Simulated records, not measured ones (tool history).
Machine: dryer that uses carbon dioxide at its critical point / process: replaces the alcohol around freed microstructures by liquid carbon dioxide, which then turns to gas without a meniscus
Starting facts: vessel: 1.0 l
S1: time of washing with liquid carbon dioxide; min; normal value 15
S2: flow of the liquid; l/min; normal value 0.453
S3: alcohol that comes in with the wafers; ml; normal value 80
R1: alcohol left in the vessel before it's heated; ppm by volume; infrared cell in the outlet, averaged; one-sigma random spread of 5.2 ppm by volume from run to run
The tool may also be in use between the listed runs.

Run 1, hour 0: usual settings. Result: R1 170 ppm by volume.
Run 2, hour 31: usual settings but S2 0.661 l/min. Result: R1 62 ppm by volume.
Run 3, hour 54.6: usual settings but S2 0.661 l/min. Result: R1 67 ppm by volume.
Run 4, hour 72.9: usual settings but S2 0.661 l/min. Result: R1 75 ppm by volume.
Run 5, hour 92.1: usual settings. Result: R1 188 ppm by volume.
Run 6, hour 119.5: usual settings but S3 24 ml. Result: R1 112 ppm by volume.
Run 7, hour 148.9: usual settings. Result: R1 212 ppm by volume.
Run 8, hour 179.6: usual settings. Result: R1 218 ppm by volume.
Run 9, hour 192.5: usual settings. Result: R1 225 ppm by volume.
Run 10, hour 215.5: usual settings but S2 0.385 l/min. Result: R1 487 ppm by volume.
Run 11, hour 238.4: usual settings but S2 0.385 l/min. Result: R1 521 ppm by volume.
Run 12, hour 257.8: usual settings but S2 0.385 l/min. Result: R1 549 ppm by volume.
Run 13, hour 280.7: usual settings but S2 0.385 l/min. Result: R1 572 ppm by volume.
At hour 295.3: inlet filter changed.
Run 14, hour 299.3: usual settings but S2 0.385 l/min. Result: R1 352 ppm by volume.
Run 15, hour 318.5: usual settings. Result: R1 188 ppm by volume.
Run 16, hour 343: usual settings but S1 17 min. Result: R1 130 ppm by volume.
Run 17, hour 373.5: usual settings but S1 17 min. Result: R1 132 ppm by volume.
Run 18, hour 404.5: usual settings but S1 10 min. Result: R1 1161 ppm by volume.
Run 19, hour 419.5: usual settings but S1 16 min, S2 0.577 l/min, S3 56 ml. Result: R1 104 ppm by volume.
Run 20, hour 434.1: usual settings but S1 16 min, S2 0.577 l/min, S3 56 ml. Result: R1 96 ppm by volume.
Run 21, hour 447.3: usual settings but S1 16 min, S2 0.577 l/min, S3 56 ml. Result: R1 100 ppm by volume.
Run 22, hour 462.6: usual settings but S1 17 min, S3 51 ml. Result: R1 135 ppm by volume.
Run 23, hour 478.1: usual settings but S1 17 min, S2 0.283 l/min, S3 21 ml. Result: R1 358 ppm by volume.
Run 24, hour 502.5: usual settings but S1 17 min, S2 0.283 l/min, S3 21 ml. Result: R1 386 ppm by volume.
Run 25, hour 520: usual settings but S2 0.679 l/min, S3 38 ml. Result: R1 102 ppm by volume.
Run 26, hour 536.2: usual settings but S1 9 min, S2 0.679 l/min, S3 25 ml. Result: R1 182 ppm by volume.
Run 27, hour 562.3: usual settings but S1 9 min, S2 0.679 l/min, S3 25 ml. Result: R1 195 ppm by volume.
Run 28, hour 577.5: usual settings but S1 11 min, S2 0.577 l/min, S3 25 ml. Result: R1 183 ppm by volume.
At hour 592.6: inlet filter changed.
Run 29, hour 602.7: usual settings but S1 11 min, S2 0.577 l/min, S3 25 ml. Result: R1 149 ppm by volume.

Some steps in R1 between neighbouring runs. How much of each would the tool show without its hidden state too (settings, what came in, random variation), and how much is left for the hidden state, with any gauge scatter that isn't in both results?
Hidden conditions of the tool in this case: flow that reaches the vessel past the clogged filter, %; alcohol in the recycled carbon dioxide, ppm; drift of the gauge itself on alcohol_ppm, %.
Run 13 -> 14: inlet filter changed. R1 -220 ppm by volume: hidden state -208, all else -12.
Run 17 -> 18: S1 17 -> 10. R1 +1029 ppm by volume: hidden state +169, all else +860.
Run 18 -> 19: S1 10 -> 16, S2 0.453 -> 0.577, S3 80 -> 56. R1 -1057 ppm by volume: hidden state -174, all else -883.
